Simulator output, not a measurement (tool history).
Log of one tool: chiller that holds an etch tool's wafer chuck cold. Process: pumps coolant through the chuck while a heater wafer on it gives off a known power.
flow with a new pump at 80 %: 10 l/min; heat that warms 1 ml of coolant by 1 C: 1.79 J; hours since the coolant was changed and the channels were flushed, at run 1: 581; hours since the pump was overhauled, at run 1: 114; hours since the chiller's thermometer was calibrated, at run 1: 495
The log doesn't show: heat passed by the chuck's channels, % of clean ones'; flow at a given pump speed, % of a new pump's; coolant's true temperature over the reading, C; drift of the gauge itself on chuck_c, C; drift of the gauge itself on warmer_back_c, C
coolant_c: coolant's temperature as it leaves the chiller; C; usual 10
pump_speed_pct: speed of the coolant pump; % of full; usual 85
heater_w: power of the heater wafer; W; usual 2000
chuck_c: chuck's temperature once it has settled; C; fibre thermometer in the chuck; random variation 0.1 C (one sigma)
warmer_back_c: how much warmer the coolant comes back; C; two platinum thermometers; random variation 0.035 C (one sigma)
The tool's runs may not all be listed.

run    hour  coolant_c  pump_speed_pct  heater_w  hours since the coolant was changed and the channels were flushed  hours since the pump was overhauled  hours since the chiller's thermometer was calibrated  chuck_c  warmer_back_c
  1       0         10              85      2000                                                                581                                  114                                                   495     22.3           6.27
  2    44.6         10              85      2000                                                                626                                  159                                                   539     22.6           6.31
  3    79.7         10              85      2000                                                                661                                  194                                                   575     22.2           6.25
  4   108.3         10              85      2000                                                                690                                  223                                                   603     22.4           6.27
  5   136.7         10              85      2000                                                                718                                  251                                                   632     22.5           6.21
  6     188         10              85      2000                                                                770                                  302                                                   683     22.3           6.26
  7   256.9         10              85      1066                                                                838                                  371                                                   752     16.7           3.38
  8   319.5          3              85      1066                                                                901                                  434                                                   814      9.5           3.33
  9   376.4          3              85      1066                                                                958                                  491                                                   871      9.5           3.37
 10   417.1          3              85      1066                                                                999                                  531                                                   912      9.7           3.34
 11   484.9          3              85      1066                                                               1066                                  599                                                   980      9.7           3.36
 12   530.6          3              85      1066                                                               1112                                  645                                                  1025      9.7           3.36
 13   571.4          3              85      1066                                                               1153                                  686                                                  1066      9.7           3.32
 14     627          3              85      1066                                                               1209                                  741                                                  1122      9.7           3.39
 15   696.1          3              85      1066                                                               1278                                  810                                                  1191      9.7           3.45
 16   738.1          3              85      1066                                                               1320                                  852                                                  1233      9.5           3.42
 17   797.6         10              65      2148                                                               1379                                  912                                                  1292     26.9           8.87
 18   842.5         18              61      2148                                                               1424                                  957                                                  1337     35.8           9.33
 19   877.8         16              66      2148                                                               1459                                  992                                                  1373     32.7           8.71
 20   947.3         14              71      1732                                                               1529                                 1062                                                  1442     26.7           6.58
 21   997.6          7              63      2832                                                               1579                                 1112                                                  1492     29.7          12.07
 22  1034.8         11              85      2000                                                               1616                                 1149                                                  1530     23.7           6.34
 23  1104.8         13              85      2000                                                               1686                                 1219                                                  1600     25.7           6.38
 24  1161.5         10              77      2210                                                               1743                                 1276                                                  1656     25.2            7.7
 25    1218          1              60      2062                                                               1800                                 1332                                                  1713     18.6           9.15
 26  1260.6         14              92      1575                                                               1842                                 1375                                                  1755     23.5           4.65
 27  1330.4         10              85      1021                                                               1912                                 1445                                                  1825     16.7           3.33
 28  1394.8         10              85      1021                                                               1976                                 1509                                                  1890     16.6           3.29
 29  1428.7         10              85      1021                                                               2010                                 1543                                                  1924     16.4           3.22
 30  1480.9         11              76      2506                                                               2062                                 1595                                                  1976     28.5           8.98
 31  1546.9         11              76      2506                                                               2128                                 1661                                                  2042     28.5           8.93

Forecast each of these 5 alternatives for the next run:
  A  1601.4         10              85      2017                                                               2183                                 1716                                                  2096        ?              ?
  B  1601.4         11              68      2506                                                               2183                                 1716                                                  2096        ?              ?
  C  1601.4         14              68      1532                                                               2183                                 1716                                                  2096        ?              ?
  D  1601.4          0              62      2506                                                               2183                                 1716                                                  2096        ?              ?
  E  1601.4         20              69      1277                                                               2183                                 1716                                                  2096        ?              ?

run  chuck_c  warmer_back_c
  A       23           6.44
  B     30.4           9.96
  C     25.9           6.07
  D     20.6           10.9
  E     29.6           5.02
Without the tool's hidden state the same runs would have given:
run  chuck_c  warmer_back_c
  A     22.4           6.33
  B     29.6           9.79
  C     25.3           5.96
  D     19.8          10.72
  E     29.1           4.94

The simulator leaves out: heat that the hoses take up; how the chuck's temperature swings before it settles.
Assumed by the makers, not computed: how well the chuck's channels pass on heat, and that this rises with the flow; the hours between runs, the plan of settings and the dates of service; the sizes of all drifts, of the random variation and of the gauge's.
